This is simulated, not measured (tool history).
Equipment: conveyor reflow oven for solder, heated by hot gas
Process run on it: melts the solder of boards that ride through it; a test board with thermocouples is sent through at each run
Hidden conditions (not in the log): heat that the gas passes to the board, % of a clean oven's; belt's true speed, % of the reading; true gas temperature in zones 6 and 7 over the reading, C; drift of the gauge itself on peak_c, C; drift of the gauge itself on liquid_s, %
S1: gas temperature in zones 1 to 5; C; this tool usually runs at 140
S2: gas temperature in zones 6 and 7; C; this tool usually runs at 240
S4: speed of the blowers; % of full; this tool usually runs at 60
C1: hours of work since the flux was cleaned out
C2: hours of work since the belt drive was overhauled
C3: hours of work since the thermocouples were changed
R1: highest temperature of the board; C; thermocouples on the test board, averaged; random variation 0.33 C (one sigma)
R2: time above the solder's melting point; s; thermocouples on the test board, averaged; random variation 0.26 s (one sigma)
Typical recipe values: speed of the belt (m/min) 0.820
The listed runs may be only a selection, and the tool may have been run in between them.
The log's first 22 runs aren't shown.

{"run": 23, "hour": 709.3, "S1": 154, "S2": 255, "speed of the belt (m/min)": 0.82, "S4": 60, "C1": 263, "C2": 561, "C3": 887, "R1": 235.1, "R2": 50.3}
{"run": 24, "hour": 743.8, "S1": 154, "S2": 255, "speed of the belt (m/min)": 0.82, "S4": 60, "C1": 288, "C2": 586, "C3": 911, "R1": 235.4, "R2": 50.4}
{"run": 25, "hour": 786.4, "S1": 154, "S2": 255, "speed of the belt (m/min)": 0.82, "S4": 60, "C1": 318, "C2": 616, "C3": 942, "R1": 234.3, "R2": 50.9}
{"run": 26, "hour": 833.6, "S1": 128, "S2": 255, "speed of the belt (m/min)": 0.968, "S4": 60, "C1": 352, "C2": 650, "C3": 975, "R1": 219.8, "R2": 31.6}
{"run": 27, "hour": 880.1, "S1": 128, "S2": 255, "speed of the belt (m/min)": 0.968, "S4": 60, "C1": 385, "C2": 683, "C3": 1009, "R1": 219.5, "R2": 31.5}
{"run": 28, "hour": 916.1, "S1": 128, "S2": 255, "speed of the belt (m/min)": 0.968, "S4": 60, "C1": 411, "C2": 709, "C3": 1034, "R1": 219.1, "R2": 31.2}
{"run": 29, "hour": 965.2, "S1": 140, "S2": 240, "speed of the belt (m/min)": 0.956, "S4": 59, "C1": 446, "C2": 744, "C3": 1069, "R1": 210.9, "R2": 29.4}
{"run": 30, "hour": 990.2, "S1": 140, "S2": 240, "speed of the belt (m/min)": 0.949, "S4": 59, "C1": 464, "C2": 762, "C3": 1087, "R1": 211.2, "R2": 29.6}

Branching from run 30: 4 alternative next runs. What would each branch give?
{"hour": 1010.0, "done": "flux residue cleaned out of gas plates and filters"}
{"run": "A", "hour": 1037.9, "S1": 140, "S2": 237, "speed of the belt (m/min)": 0.781, "S4": 74, "C1": 20, "C2": 792, "C3": 1118, "R1": "?", "R2": "?"}
{"hour": 1010.0, "done": "flux residue cleaned out of gas plates and filters"}
{"run": "B", "hour": 1037.9, "S1": 136, "S2": 240, "speed of the belt (m/min)": 0.949, "S4": 59, "C1": 20, "C2": 792, "C3": 1118, "R1": "?", "R2": "?"}
{"hour": 1010.0, "done": "flux residue cleaned out of gas plates and filters"}
{"run": "C", "hour": 1037.9, "S1": 140, "S2": 240, "speed of the belt (m/min)": 0.819, "S4": 65, "C1": 20, "C2": 792, "C3": 1118, "R1": "?", "R2": "?"}
{"hour": 1010.0, "done": "flux residue cleaned out of gas plates and filters"}
{"run": "D", "hour": 1037.9, "S1": 140, "S2": 240, "speed of the belt (m/min)": 0.715, "S4": 59, "C1": 20, "C2": 792, "C3": 1118, "R1": "?", "R2": "?"}

run=A R1=225.3 R2=46.0
run=B R1=215.6 R2=31.4
run=C R1=225.0 R2=43.3
run=D R1=227.0 R2=50.8
With the hidden condition removed and each run's random variation left untouched, the same runs would have given:
run=A R1=221.4 R2=43.1
run=B R1=211.7 R2=28.4
run=C R1=221.0 R2=40.3
run=D R1=223.0 R2=47.6
